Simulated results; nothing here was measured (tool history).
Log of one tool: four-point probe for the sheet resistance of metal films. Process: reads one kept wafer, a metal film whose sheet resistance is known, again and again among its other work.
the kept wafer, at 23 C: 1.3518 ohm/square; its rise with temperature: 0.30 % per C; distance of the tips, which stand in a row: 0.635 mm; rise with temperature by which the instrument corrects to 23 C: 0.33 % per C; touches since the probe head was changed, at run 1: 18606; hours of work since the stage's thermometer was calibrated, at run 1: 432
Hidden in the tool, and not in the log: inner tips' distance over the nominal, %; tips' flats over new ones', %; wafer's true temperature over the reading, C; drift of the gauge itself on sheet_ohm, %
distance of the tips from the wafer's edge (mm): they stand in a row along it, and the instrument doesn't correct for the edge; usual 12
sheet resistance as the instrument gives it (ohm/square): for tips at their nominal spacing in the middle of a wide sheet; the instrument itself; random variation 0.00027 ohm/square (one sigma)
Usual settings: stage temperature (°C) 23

| run | day | stage temperature (°C) | distance of the tips from the wafer's edge (mm) | touches since the probe head was changed | hours of work since the stage's thermometer was calibrated | sheet resistance as the instrument gives it (ohm/square) |
|---|---|---|---|---|---|---|
| 1 | 0 | 23 | 12 | 18606 | 432 | 1.350883 |
| 2 | 1.496 | 23 | 12 | 19290 | 457 | 1.350978 |
| 3 | 2.596 | 23 | 68 | 19795 | 476 | 1.349278 |
| 4 | 4.412 | 23 | 68 | 20625 | 506 | 1.349052 |
| 5 | 5.492 | 23 | 37 | 21119 | 524 | 1.349577 |
| 6 | 6.225 | 23 | 12 | 21455 | 536 | 1.35137 |
| 7 | 7.804 | 23 | 18 | 22176 | 563 | 1.350072 |
| 8 | 9.446 | 23 | 18 | 22928 | 590 | 1.349578 |
| 9 | 11.046 | 23 | 15 | 23661 | 617 | 1.350522 |
| 10 | 11.854 | 23 | 15 | 24031 | 631 | 1.350795 |
| 11 | 13.408 | 21 | 15 | 24741 | 657 | 1.351747 |
| 12 | 14.746 | 23 | 12 | 25353 | 679 | 1.351409 |
| 13 | 16.317 | 19 | 17 | 26073 | 706 | 1.352118 |
| 14 | 17.675 | 19 | 17 | 26694 | 729 | 1.352842 |
| 15 | 19.279 | 19 | 17 | 27428 | 756 | 1.351974 |
| 16 | 20.8 | 19 | 17 | 28124 | 781 | 1.352248 |
| 17 | 22.3 | 29 | 13 | 28810 | 806 | 1.34871 |
| 18 | 23.662 | 34 | 8 | 29434 | 829 | 1.348784 |
| 19 | 25.25 | 23 | 6 | 30159 | 856 | 1.357734 |
| 20 | 26.308 | 23 | 6 | 30645 | 874 | 1.357652 |
| 21 | 27.229 | 24 | 34 | 31066 | 889 | 1.349175 |
| 22 | 28.442 | 19 | 3 | 31621 | 909 | 1.38239 |
| 23 | 29.946 | 19 | 3 | 32308 | 934 | 1.383593 |

5 ways to go on from here, each from the tool as it stands after run 23. What would each give?
| A | 31.279 | 22 | 24 | 32918 | 957 | ? |
| B | 31.279 | 30 | 21 | 32918 | 957 | ? |
| C | 31.279 | 18 | 8 | 32918 | 957 | ? |
| D | 31.279 | 24 | 32 | 32918 | 957 | ? |
| E | 31.279 | 28 | 38 | 32918 | 957 | ? |

| run | sheet resistance as the instrument gives it (ohm/square) |
|---|---|
| A | 1.350433 |
| B | 1.346763 |
| C | 1.356221 |
| D | 1.349021 |
| E | 1.346859 |
Without the tool's hidden state the same runs would have given:
| run | sheet resistance as the instrument gives it (ohm/square) |
|---|---|
| A | 1.352892 |
| B | 1.349186 |
| C | 1.358705 |
| D | 1.351469 |
| E | 1.34929 |
